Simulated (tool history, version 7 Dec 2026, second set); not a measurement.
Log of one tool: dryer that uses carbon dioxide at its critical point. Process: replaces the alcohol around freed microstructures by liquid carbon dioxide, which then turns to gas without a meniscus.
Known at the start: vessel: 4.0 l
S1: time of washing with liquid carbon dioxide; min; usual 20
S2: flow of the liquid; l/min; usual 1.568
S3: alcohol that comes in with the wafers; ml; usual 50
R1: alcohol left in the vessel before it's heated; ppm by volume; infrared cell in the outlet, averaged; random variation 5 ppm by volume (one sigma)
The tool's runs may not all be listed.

{"run": 1, "hour": 0.0, "S1": 20, "S2": 1.568, "S3": 50, "R1": 71}
{"run": 2, "hour": 48.3, "S1": 20, "S2": 1.568, "S3": 50, "R1": 79}
{"hour": 74.2, "done": "inlet filter changed"}
{"hour": 81.3, "done": "purifier's bed changed"}
{"run": 3, "hour": 96.3, "S1": 20, "S2": 1.568, "S3": 50, "R1": 16}
{"run": 4, "hour": 117.1, "S1": 20, "S2": 1.568, "S3": 50, "R1": 21}
{"run": 5, "hour": 139.3, "S1": 20, "S2": 1.568, "S3": 50, "R1": 13}
{"run": 6, "hour": 180.2, "S1": 20, "S2": 1.568, "S3": 50, "R1": 21}
{"run": 7, "hour": 214.2, "S1": 20, "S2": 1.568, "S3": 50, "R1": 27}
{"run": 8, "hour": 241.9, "S1": 20, "S2": 1.568, "S3": 50, "R1": 25}
{"run": 9, "hour": 272.4, "S1": 20, "S2": 1.568, "S3": 94, "R1": 41}
{"run": 10, "hour": 298.7, "S1": 20, "S2": 1.568, "S3": 94, "R1": 52}
{"run": 11, "hour": 331.1, "S1": 20, "S2": 1.568, "S3": 94, "R1": 39}
{"run": 12, "hour": 351.3, "S1": 20, "S2": 1.568, "S3": 94, "R1": 52}
{"run": 13, "hour": 393.6, "S1": 20, "S2": 1.568, "S3": 107, "R1": 60}
{"run": 14, "hour": 442.5, "S1": 20, "S2": 1.568, "S3": 50, "R1": 42}
{"run": 15, "hour": 464.6, "S1": 13, "S2": 1.568, "S3": 50, "R1": 210}
{"run": 16, "hour": 487.1, "S1": 20, "S2": 1.568, "S3": 50, "R1": 43}
{"run": 17, "hour": 528.8, "S1": 20, "S2": 1.568, "S3": 50, "R1": 49}
{"run": 18, "hour": 574.3, "S1": 20, "S2": 1.568, "S3": 50, "R1": 38}
{"run": 19, "hour": 617.2, "S1": 20, "S2": 1.568, "S3": 50, "R1": 38}
{"run": 20, "hour": 641.8, "S1": 20, "S2": 1.568, "S3": 50, "R1": 53}
{"run": 21, "hour": 688.0, "S1": 20, "S2": 1.568, "S3": 25, "R1": 41}
{"run": 22, "hour": 731.9, "S1": 20, "S2": 1.568, "S3": 25, "R1": 48}
{"run": 23, "hour": 780.0, "S1": 20, "S2": 1.568, "S3": 50, "R1": 68}
{"run": 24, "hour": 811.6, "S1": 20, "S2": 1.04, "S3": 50, "R1": 242}
{"run": 25, "hour": 857.8, "S1": 20, "S2": 2.22, "S3": 42, "R1": 33}
{"run": 26, "hour": 890.8, "S1": 13, "S2": 1.28, "S3": 89, "R1": 1014}
{"run": 27, "hour": 927.9, "S1": 13, "S2": 1.28, "S3": 89, "R1": 1026}
{"run": 28, "hour": 975.7, "S1": 13, "S2": 1.28, "S3": 89, "R1": 1069}
{"hour": 986.9, "done": "inlet filter changed"}
{"run": 29, "hour": 1008.8, "S1": 13, "S2": 1.39, "S3": 89, "R1": 437}
{"run": 30, "hour": 1042.0, "S1": 20, "S2": 1.568, "S3": 32, "R1": 43}
{"run": 31, "hour": 1066.1, "S1": 14, "S2": 1.02, "S3": 33, "R1": 362}
{"run": 32, "hour": 1110.6, "S1": 20, "S2": 1.568, "S3": 58, "R1": 53}
{"run": 33, "hour": 1158.4, "S1": 20, "S2": 1.568, "S3": 58, "R1": 52}

Run 34 comes next. What will it give?
{"run": 34, "hour": 1185.4, "S1": 20, "S2": 1.568, "S3": 58, "R1": "?"}

Run 34 gave R1 58 ppm by volume.
Without the tool's hidden state the same run would have given R1 19 ppm by volume.

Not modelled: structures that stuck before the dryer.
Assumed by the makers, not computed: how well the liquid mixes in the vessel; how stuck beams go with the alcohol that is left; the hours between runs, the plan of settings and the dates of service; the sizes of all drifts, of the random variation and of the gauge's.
